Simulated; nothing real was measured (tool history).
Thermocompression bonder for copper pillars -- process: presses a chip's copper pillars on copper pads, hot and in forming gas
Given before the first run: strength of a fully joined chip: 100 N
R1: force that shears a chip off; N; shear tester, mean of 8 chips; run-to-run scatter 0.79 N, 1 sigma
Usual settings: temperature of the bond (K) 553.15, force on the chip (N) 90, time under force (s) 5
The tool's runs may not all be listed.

Run 1, hour 0.0: usual settings. Result: R1 58.3 N.
Run 2, hour 12.9: usual settings. Result: R1 58.2 N.
Run 3, hour 25.0: usual settings. Result: R1 56.9 N.
Run 4, hour 41.9: usual settings. Result: R1 56.9 N.
Run 5, hour 50.0: usual settings but force on the chip (N) 78. Result: R1 53.3 N.
Run 6, hour 60.6: usual settings but force on the chip (N) 78. Result: R1 52.9 N.
Run 7, hour 73.1: usual settings but force on the chip (N) 78. Result: R1 53.8 N.
Run 8, hour 91.1: usual settings. Result: R1 56.3 N.
At hour 94.2: force cell calibrated.
Run 9, hour 108.7: usual settings. Result: R1 55.9 N.
Run 10, hour 121.8: usual settings. Result: R1 57.1 N.
At hour 134.0: forming gas filter changed.
Run 11, hour 134.8: usual settings but temperature of the bond (K) 569.15, time under force (s) 7. Result: R1 76.1 N.
Run 12, hour 144.3: usual settings but temperature of the bond (K) 571.15, force on the chip (N) 86, time under force (s) 13. Result: R1 86.9 N.
Run 13, hour 159.4: usual settings but temperature of the bond (K) 554.15. Result: R1 60.8 N.
Run 14, hour 174.8: usual settings but temperature of the bond (K) 564.15. Result: R1 67.8 N.
At hour 177.5: force cell calibrated, once more.
Run 15, hour 184.1: usual settings but temperature of the bond (K) 564.15. Result: R1 67.1 N.
Run 16, hour 198.9: usual settings but temperature of the bond (K) 564.15, time under force (s) 15. Result: R1 85.8 N.
Run 17, hour 217.3: usual settings but temperature of the bond (K) 561.15, time under force (s) 12. Result: R1 79.6 N.

Below, some changes in R1 between adjacent runs. For each, the amount present without the hidden state too (settings, incoming material, random variation) and the amount remaining for the hidden state with gauge scatter not shared by both compared results:
Unlogged tool condition in this case: true temperature of the bond over the reading, C; force that reaches the chip, % of what is set; oxide that the forming gas leaves, % of the face; drift of the gauge itself on shear_n, %.
Run 10 -> 11: temperature of the bond (K) 553.15 -> 569.15, time under force (s) 5 -> 7, forming gas filter changed. R1 +19.0 N: hidden state +3.1, all else +15.9.
Run 12 -> 13: temperature of the bond (K) 571.15 -> 554.15, force on the chip (N) 86 -> 90, time under force (s) 13 -> 5. R1 -26.1 N: hidden state -0.5, all else -25.6.
